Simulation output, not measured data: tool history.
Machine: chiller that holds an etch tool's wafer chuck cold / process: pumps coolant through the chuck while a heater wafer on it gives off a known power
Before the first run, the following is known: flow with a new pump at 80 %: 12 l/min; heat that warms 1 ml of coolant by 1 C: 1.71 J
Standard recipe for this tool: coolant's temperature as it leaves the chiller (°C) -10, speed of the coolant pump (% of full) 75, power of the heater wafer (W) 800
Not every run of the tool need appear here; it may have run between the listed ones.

run	day	coolant's temperature as it leaves the chiller (°C)	speed of the coolant pump (% of full)	power of the heater wafer (W)	chuck's temperature once it has settled (°C)	how much warmer the coolant comes back (C)
1	0.000	-10	75	800	-1.1	2.56
2	1.408	-12	75	800	-3.2	2.57
3	2.350	-12	75	800	-2.9	2.51
4	3.729	-12	75	800	-3.0	2.52
5	5.688	-10	75	800	-1.0	2.54
6	7.550	-10	75	800	-1.1	2.53
7	9.558	-10	75	800	-0.8	2.54
8	10.812	-10	75	800	-1.0	2.57
9	11.892	-10	75	800	-1.1	2.60
10	13.062	-5	75	800	4.0	2.59

Run 11 has not been measured yet. What should we expect?
11	14.517	-5	92	533	?	?

{"run 11": {"chuck's temperature once it has settled (°C)": 0.5, "how much warmer the coolant comes back (C)": 1.35}}
On a tool with no hidden condition, and with the same random variation, this run would have come out at chuck's temperature once it has settled (°C) -0.2, how much warmer the coolant comes back (C) 1.33.

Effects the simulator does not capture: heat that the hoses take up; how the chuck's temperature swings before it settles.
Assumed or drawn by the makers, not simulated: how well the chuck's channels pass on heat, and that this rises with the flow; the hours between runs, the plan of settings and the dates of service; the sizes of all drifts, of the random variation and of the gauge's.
